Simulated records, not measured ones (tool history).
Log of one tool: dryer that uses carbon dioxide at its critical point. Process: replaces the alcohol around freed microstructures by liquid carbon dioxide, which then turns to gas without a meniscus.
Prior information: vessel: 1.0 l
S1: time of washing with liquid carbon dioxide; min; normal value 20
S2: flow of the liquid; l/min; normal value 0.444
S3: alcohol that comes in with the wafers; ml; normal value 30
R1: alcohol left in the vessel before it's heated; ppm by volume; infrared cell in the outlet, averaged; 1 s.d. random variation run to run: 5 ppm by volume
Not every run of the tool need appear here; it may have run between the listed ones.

run   hour  S1     S2   S3    R1
  1    0.0  20  0.444   30   245
  2   39.0  20  0.444   71   257
  3   59.3  20  0.444   71   258
  4   90.9  20  0.444   71   272
  5  112.2  20  0.444   71   271
  6  158.1  20  0.444   69    41
  7  193.4  20  0.444   30    25
  8  234.8  12  0.444   30   368
  9  273.6  20  0.444   30    47
 10  297.6  20  0.444   30    42
 11  344.1  19  0.574   33    34
 12  369.5  19  0.574   33    39
 13  413.2  21  0.444   41    64
 14  437.4  18  0.430   30   113
 15  458.7  14  0.368   58  1074
 16  504.7  20  0.363  116   469
 17  548.6  20  0.363  116   503
 18  577.1  20  0.444   60   140
 19  617.8  13  0.301   90  2827
 20  642.3  19  0.444  105   141

Removed from this log: 2 entries logged between the listed runs. Between which two listed runs does each belong, and how does the tool's hidden state at the listed run before it compare with that at the listed run after it?
Run 5 -> run 6: purifier's bed changed (hour 150.6)
  flow that reaches the vessel past the clogged filter, %: 96.8 -> 95.6; alcohol in the recycled carbon dioxide, ppm: 239 -> 6.7
  measured result minus the result with no hidden state, R1: +239 -> +12 ppm by volume
Run 18 -> run 19: inlet filter changed (hour 582.3)
  flow that reaches the vessel past the clogged filter, %: 84.2 -> 98.7; alcohol in the recycled carbon dioxide, ppm: 57.5 -> 61.8
  measured result minus the result with no hidden state, R1: +107 -> +177 ppm by volume

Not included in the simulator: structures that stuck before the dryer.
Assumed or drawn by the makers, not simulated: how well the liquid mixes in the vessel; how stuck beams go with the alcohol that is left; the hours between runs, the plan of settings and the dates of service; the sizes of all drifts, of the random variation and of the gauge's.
